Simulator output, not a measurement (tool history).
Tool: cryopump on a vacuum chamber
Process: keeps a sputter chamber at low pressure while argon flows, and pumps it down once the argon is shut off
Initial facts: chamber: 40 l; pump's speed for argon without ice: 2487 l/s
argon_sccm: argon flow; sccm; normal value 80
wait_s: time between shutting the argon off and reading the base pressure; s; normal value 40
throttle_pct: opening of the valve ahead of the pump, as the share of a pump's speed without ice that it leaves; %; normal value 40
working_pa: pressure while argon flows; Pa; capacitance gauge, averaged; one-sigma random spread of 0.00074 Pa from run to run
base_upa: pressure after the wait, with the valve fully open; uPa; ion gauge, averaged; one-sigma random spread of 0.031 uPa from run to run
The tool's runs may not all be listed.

run,hour,argon_sccm,wait_s,throttle_pct,working_pa,base_upa
1,0.0,80,40,40,0.1384,1.87
2,50.0,80,40,40,0.1382,1.89
3,108.1,80,40,40,0.1397,1.93
4,166.8,80,40,40,0.1398,1.97
5,225.9,115,40,40,0.2025,1.97
6,275.1,80,40,40,0.1418,2.05
7,315.3,80,40,40,0.1424,2.09
# hour 346.7: leaking fittings of the chamber tightened, without venting
8,367.6,80,40,40,0.1439,1.53
9,405.6,80,40,40,0.1445,1.62
10,466.6,37,40,40,0.0666,1.64
11,522.9,80,40,40,0.1466,1.63
12,554.4,80,40,40,0.1478,1.61
13,609.0,80,40,40,0.1482,1.65
14,647.9,80,40,40,0.1491,1.71
15,694.4,80,40,40,0.1498,1.74
16,725.3,80,40,40,0.1490,1.72
17,769.9,80,40,40,0.1506,1.70
18,828.0,80,40,40,0.1516,1.72
19,874.9,42,82,40,0.0797,1.09
20,918.5,42,82,40,0.0814,1.09
21,947.2,42,82,40,0.0808,1.06
22,988.3,39,146,23,0.1256,0.84
23,1034.1,123,40,36,0.2615,1.86
24,1077.0,129,166,38,0.2678,0.79
25,1137.3,129,166,38,0.2684,0.82
26,1184.8,129,166,38,0.2690,0.84
# hour 1202.7: pump warmed up, emptied and cooled again
27,1251.2,66,166,38,0.1193,0.73
28,1281.3,41,40,15,0.1862,1.78
29,1336.9,41,154,15,0.1859,0.82
30,1381.2,41,154,15,0.1863,0.78
31,1412.0,77,40,40,0.1337,1.82
32,1444.9,76,56,18,0.2902,1.46
33,1505.2,76,56,18,0.2911,1.56
34,1534.2,41,137,40,0.0725,0.92
35,1563.6,41,137,40,0.0725,0.92

Predict each of these 3 candidate next runs independently; none follows another, all start after run 35:
A,1620.9,93,240,39,?,?
B,1620.9,38,40,40,?,?
C,1620.9,138,40,28,?,?

run,working_pa,base_upa
A,0.1689,0.77
B,0.0675,2.01
C,0.3471,2.05
What these runs would have given with no unlogged condition in the tool:
run,working_pa,base_upa
A,0.1615,0.36
B,0.0645,1.59
C,0.3360,1.63
